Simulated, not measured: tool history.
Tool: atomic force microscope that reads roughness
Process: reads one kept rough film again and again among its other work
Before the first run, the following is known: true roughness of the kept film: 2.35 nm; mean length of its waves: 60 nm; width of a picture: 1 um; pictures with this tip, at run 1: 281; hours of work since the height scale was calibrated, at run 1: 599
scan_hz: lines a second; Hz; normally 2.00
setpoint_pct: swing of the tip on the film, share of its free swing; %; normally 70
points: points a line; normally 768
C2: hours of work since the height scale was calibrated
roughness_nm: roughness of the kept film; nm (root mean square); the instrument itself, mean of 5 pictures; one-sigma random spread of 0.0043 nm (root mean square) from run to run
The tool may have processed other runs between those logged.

Run 1, day 0.000: usual settings; pictures with this tip 281; C2 599. Result: roughness_nm 2.074 nm (root mean square).
Run 2, day 0.783: usual settings; pictures with this tip 301; C2 609. Result: roughness_nm 2.071 nm (root mean square).
Run 3, day 1.800: usual settings; pictures with this tip 327; C2 623. Result: roughness_nm 2.068 nm (root mean square).
At day 2.458: new tip fitted.
Run 4, day 3.288: usual settings; pictures with this tip 21; C2 644. Result: roughness_nm 2.116 nm (root mean square).
Run 5, day 4.838: usual settings; pictures with this tip 61; C2 665. Result: roughness_nm 2.104 nm (root mean square).
Run 6, day 5.717: usual settings but setpoint_pct 77 %; pictures with this tip 84; C2 677. Result: roughness_nm 2.029 nm (root mean square).
Run 7, day 6.471: usual settings but setpoint_pct 77 %; pictures with this tip 103; C2 688. Result: roughness_nm 2.028 nm (root mean square).
Run 8, day 7.392: usual settings but setpoint_pct 77 %; pictures with this tip 127; C2 701. Result: roughness_nm 2.015 nm (root mean square).
Run 9, day 8.650: usual settings but setpoint_pct 77 %; pictures with this tip 159; C2 718. Result: roughness_nm 2.019 nm (root mean square).
Run 10, day 10.129: usual settings; pictures with this tip 197; C2 739. Result: roughness_nm 2.085 nm (root mean square).
Run 11, day 10.754: usual settings; pictures with this tip 213; C2 747. Result: roughness_nm 2.080 nm (root mean square).
Run 12, day 11.479: usual settings; pictures with this tip 232; C2 757. Result: roughness_nm 2.074 nm (root mean square).
Run 13, day 13.000: usual settings; pictures with this tip 271; C2 778. Result: roughness_nm 2.077 nm (root mean square).
Run 14, day 13.725: usual settings; pictures with this tip 290; C2 788. Result: roughness_nm 2.064 nm (root mean square).
Run 15, day 14.842: usual settings; pictures with this tip 318; C2 804. Result: roughness_nm 2.060 nm (root mean square).
At day 15.838: new tip fitted.
Run 16, day 16.092: usual settings; pictures with this tip 6; C2 821. Result: roughness_nm 2.113 nm (root mean square).
Run 17, day 16.850: usual settings; pictures with this tip 26; C2 831. Result: roughness_nm 2.112 nm (root mean square).
Run 18, day 18.183: usual settings; pictures with this tip 60; C2 850. Result: roughness_nm 2.105 nm (root mean square).
Run 19, day 19.488: usual settings; pictures with this tip 94; C2 868. Result: roughness_nm 2.104 nm (root mean square).
Run 20, day 20.262: usual settings; pictures with this tip 114; C2 879. Result: roughness_nm 2.108 nm (root mean square).
Run 21, day 21.367: usual settings; pictures with this tip 142; C2 894. Result: roughness_nm 2.090 nm (root mean square).
Run 22, day 22.579: usual settings but points 459; pictures with this tip 173; C2 911. Result: roughness_nm 2.087 nm (root mean square).
Run 23, day 23.800: usual settings but scan_hz 0.80 Hz; pictures with this tip 205; C2 928. Result: roughness_nm 2.191 nm (root mean square).
Run 24, day 25.138: usual settings; pictures with this tip 239; C2 946. Result: roughness_nm 2.070 nm (root mean square).
Run 25, day 26.354: usual settings but points 367; pictures with this tip 270; C2 963. Result: roughness_nm 2.066 nm (root mean square).
Run 26, day 27.658: usual settings but points 367; pictures with this tip 304; C2 981. Result: roughness_nm 2.068 nm (root mean square).
Run 27, day 28.400: usual settings but scan_hz 1.99 Hz, setpoint_pct 83 %, points 435; pictures with this tip 323; C2 991. Result: roughness_nm 1.909 nm (root mean square).
At day 29.196: new tip fitted.
Run 28, day 29.329: usual settings but scan_hz 0.90 Hz, setpoint_pct 59 %, points 435; pictures with this tip 3; C2 1004. Result: roughness_nm 2.254 nm (root mean square).
Run 29, day 30.054: usual settings but scan_hz 1.71 Hz, setpoint_pct 66 %, points 326; pictures with this tip 22; C2 1014. Result: roughness_nm 2.166 nm (root mean square).
Run 30, day 30.879: usual settings but scan_hz 2.81 Hz, setpoint_pct 60 %; pictures with this tip 43; C2 1025. Result: roughness_nm 2.151 nm (root mean square).
Run 31, day 31.608: usual settings but scan_hz 2.81 Hz, setpoint_pct 60 %; pictures with this tip 62; C2 1036. Result: roughness_nm 2.141 nm (root mean square).
Run 32, day 32.867: usual settings but scan_hz 2.81 Hz, setpoint_pct 60 %; pictures with this tip 94; C2 1053. Result: roughness_nm 2.135 nm (root mean square).
Run 33, day 33.625: usual settings but scan_hz 1.08 Hz; pictures with this tip 114; C2 1063. Result: roughness_nm 2.176 nm (root mean square).
Run 34, day 35.088: usual settings but scan_hz 0.55 Hz, points 298; pictures with this tip 152; C2 1084. Result: roughness_nm 2.209 nm (root mean square).
Run 35, day 35.867: usual settings but scan_hz 1.50 Hz, setpoint_pct 71 %, points 893; pictures with this tip 172; C2 1095. Result: roughness_nm 2.119 nm (root mean square).
Run 36, day 37.046: usual settings but scan_hz 1.23 Hz, setpoint_pct 56 %, points 400; pictures with this tip 202; C2 1111. Result: roughness_nm 2.213 nm (root mean square).
Run 37, day 38.433: usual settings but scan_hz 2.10 Hz, setpoint_pct 89 %; pictures with this tip 238; C2 1130. Result: roughness_nm 1.817 nm (root mean square).
Run 38, day 39.579: usual settings but scan_hz 1.52 Hz, points 423; pictures with this tip 267; C2 1146. Result: roughness_nm 2.103 nm (root mean square).
Run 39, day 40.650: usual settings but scan_hz 0.58 Hz, points 273; pictures with this tip 295; C2 1161. Result: roughness_nm 2.184 nm (root mean square).
Run 40, day 42.058: usual settings but setpoint_pct 64 %, points 724; pictures with this tip 331; C2 1180. Result: roughness_nm 2.108 nm (root mean square).
At day 42.583: new tip fitted.
Run 41, day 42.962: usual settings but setpoint_pct 64 %, points 724; pictures with this tip 10; C2 1192. Result: roughness_nm 2.167 nm (root mean square).
Run 42, day 44.308: usual settings but setpoint_pct 64 %, points 724; pictures with this tip 44; C2 1211. Result: roughness_nm 2.160 nm (root mean square).
Run 43, day 45.283: usual settings but setpoint_pct 64 %, points 724; pictures with this tip 69; C2 1225. Result: roughness_nm 2.159 nm (root mean square).
Run 44, day 46.225: usual settings but scan_hz 2.96 Hz, setpoint_pct 69 %, points 724; pictures with this tip 94; C2 1238. Result: roughness_nm 2.034 nm (root mean square).
Run 45, day 47.758: usual settings but scan_hz 1.17 Hz, setpoint_pct 61 %, points 385; pictures with this tip 133; C2 1259. Result: roughness_nm 2.203 nm (root mean square).
Run 46, day 48.496: usual settings but scan_hz 1.07 Hz, setpoint_pct 76 %, points 388; pictures with this tip 152; C2 1269. Result: roughness_nm 2.127 nm (root mean square).
Run 47, day 49.312: usual settings but scan_hz 0.50 Hz, setpoint_pct 69 %, points 378; pictures with this tip 173; C2 1280. Result: roughness_nm 2.223 nm (root mean square).
Run 48, day 49.950: usual settings but scan_hz 3.32 Hz, points 435; pictures with this tip 190; C2 1289. Result: roughness_nm 1.973 nm (root mean square).
Run 49, day 51.446: usual settings but scan_hz 3.32 Hz, points 435; pictures with this tip 228; C2 1310. Result: roughness_nm 1.977 nm (root mean square).
Run 50, day 52.696: usual settings but scan_hz 3.32 Hz, points 435; pictures with this tip 260; C2 1327. Result: roughness_nm 1.967 nm (root mean square).
Run 51, day 53.758: usual settings but scan_hz 1.94 Hz, setpoint_pct 67 %, points 465; pictures with this tip 288; C2 1342. Result: roughness_nm 2.097 nm (root mean square).
Run 52, day 55.142: usual settings but scan_hz 1.94 Hz, setpoint_pct 67 %, points 465; pictures with this tip 323; C2 1361. Result: roughness_nm 2.086 nm (root mean square).

Forecast each of these 5 alternatives for the next run:
At day 55.958: new tip fitted.
Run A, day 55.958: usual settings but scan_hz 0.62 Hz, setpoint_pct 67 %, points 953; pictures with this tip 0; C2 1372. Result: roughness_nm ?.
At day 55.958: new tip fitted.
Run B, day 55.958: usual settings but scan_hz 1.94 Hz, setpoint_pct 67 %, points 532; pictures with this tip 0; C2 1372. Result: roughness_nm ?.
At day 55.958: new tip fitted.
Run C, day 55.958: usual settings but scan_hz 3.19 Hz, setpoint_pct 68 %, points 861; pictures with this tip 0; C2 1372. Result: roughness_nm ?.
At day 55.958: new tip fitted.
Run D, day 55.958: usual settings but scan_hz 1.94 Hz, setpoint_pct 75 %, points 465; pictures with this tip 0; C2 1372. Result: roughness_nm ?.
At day 55.958: new tip fitted.
Run E, day 55.958: usual settings but scan_hz 0.80 Hz, points 719; pictures with this tip 0; C2 1372. Result: roughness_nm ?.

run  roughness_nm
  A         2.243
  B         2.138
  C         2.037
  D         2.069
  E         2.212
Take away the tool's hidden state, keep each run's random variation, and the runs would have read:
run  roughness_nm
  A         2.256
  B         2.151
  C         2.050
  D         2.082
  E         2.226

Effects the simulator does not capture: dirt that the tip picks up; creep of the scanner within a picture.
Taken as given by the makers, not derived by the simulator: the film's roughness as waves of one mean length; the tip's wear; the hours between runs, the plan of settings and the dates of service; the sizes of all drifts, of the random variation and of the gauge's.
